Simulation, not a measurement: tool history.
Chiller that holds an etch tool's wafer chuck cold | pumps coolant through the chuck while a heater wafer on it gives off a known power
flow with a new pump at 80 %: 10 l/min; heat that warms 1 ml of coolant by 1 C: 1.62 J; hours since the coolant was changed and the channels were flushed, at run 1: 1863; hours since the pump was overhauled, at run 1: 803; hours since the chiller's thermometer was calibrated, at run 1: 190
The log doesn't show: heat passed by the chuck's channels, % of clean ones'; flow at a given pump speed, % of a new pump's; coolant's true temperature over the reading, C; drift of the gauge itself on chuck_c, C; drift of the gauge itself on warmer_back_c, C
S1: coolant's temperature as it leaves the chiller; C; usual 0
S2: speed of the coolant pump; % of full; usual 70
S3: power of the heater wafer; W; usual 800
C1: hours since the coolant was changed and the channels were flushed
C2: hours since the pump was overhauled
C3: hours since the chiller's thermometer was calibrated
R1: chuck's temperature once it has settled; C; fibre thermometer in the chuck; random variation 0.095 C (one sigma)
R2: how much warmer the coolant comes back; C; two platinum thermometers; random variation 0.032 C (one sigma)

run	hour	S1	S2	S3	C1	C2	C3	R1	R2
1	0.0	0	70	800	1863	803	190	8.78	3.37
2	147.4	0	70	925	2010	950	338	10.17	3.93
3	277.6	0	70	925	2140	1080	468	10.28	3.93
4	394.4	9	70	800	2257	1197	585	17.81	3.47
5	520.0	-8	70	800	2383	1322	710	0.78	3.51
6	627.7	-8	70	800	2490	1430	818	0.81	3.48
# hour 641.4: coolant changed, channels flushed
7	782.0	0	70	800	141	1579	966	8.74	3.54
8	894.4	0	70	653	253	1691	1079	7.24	3.03
9	968.1	0	70	800	327	1765	1152	8.72	3.58
10	1047.4	0	70	800	406	1844	1231	8.82	3.62
11	1116.5	0	70	800	475	1913	1301	8.90	3.61
12	1206.9	0	70	800	566	2003	1391	8.61	3.67
13	1308.0	0	70	671	667	2104	1492	7.30	3.12
14	1393.7	-2	91	1108	752	2190	1578	7.79	3.95
15	1492.7	9	70	800	851	2289	1677	17.92	3.67
16	1556.2	9	89	561	915	2353	1740	14.19	2.19
17	1641.8	3	98	754	1000	2438	1826	9.37	2.69
18	1736.7	3	98	754	1095	2533	1921	9.22	2.59
# hour 1809.6: gauge calibrated
19	1860.2	3	98	754	1219	2657	2044	9.17	2.30
20	1994.5	0	66	972	1353	2791	2179	11.25	4.40
# hour 2125.6: chiller's thermometer calibrated
21	2141.2	6	72	800	1499	2937	16	14.61	3.36
22	2213.5	0	70	577	1571	3009	88	6.30	2.56
23	2288.6	0	91	979	1646	3084	163	8.81	3.32
24	2420.1	0	91	979	1778	3216	294	8.81	3.36
25	2501.2	0	91	979	1859	3297	376	8.52	3.33

Forecast each of these 5 alternatives for the next run:
A	2569.1	-3	91	979	1927	3365	444	?	?
B	2569.1	-9	61	421	1927	3365	444	?	?
C	2569.1	0	91	631	1927	3365	444	?	?
D	2569.1	4	89	830	1927	3365	444	?	?
E	2569.1	-5	68	490	1927	3365	444	?	?

run	R1	R2
A	5.64	3.39
B	-3.73	2.21
C	5.68	2.23
D	11.40	2.96
E	0.67	2.28
Without the tool's hidden state the same runs would have given:
run	R1	R2
A	5.61	3.21
B	-3.75	2.03
C	5.66	2.05
D	11.37	2.79
E	0.66	2.11

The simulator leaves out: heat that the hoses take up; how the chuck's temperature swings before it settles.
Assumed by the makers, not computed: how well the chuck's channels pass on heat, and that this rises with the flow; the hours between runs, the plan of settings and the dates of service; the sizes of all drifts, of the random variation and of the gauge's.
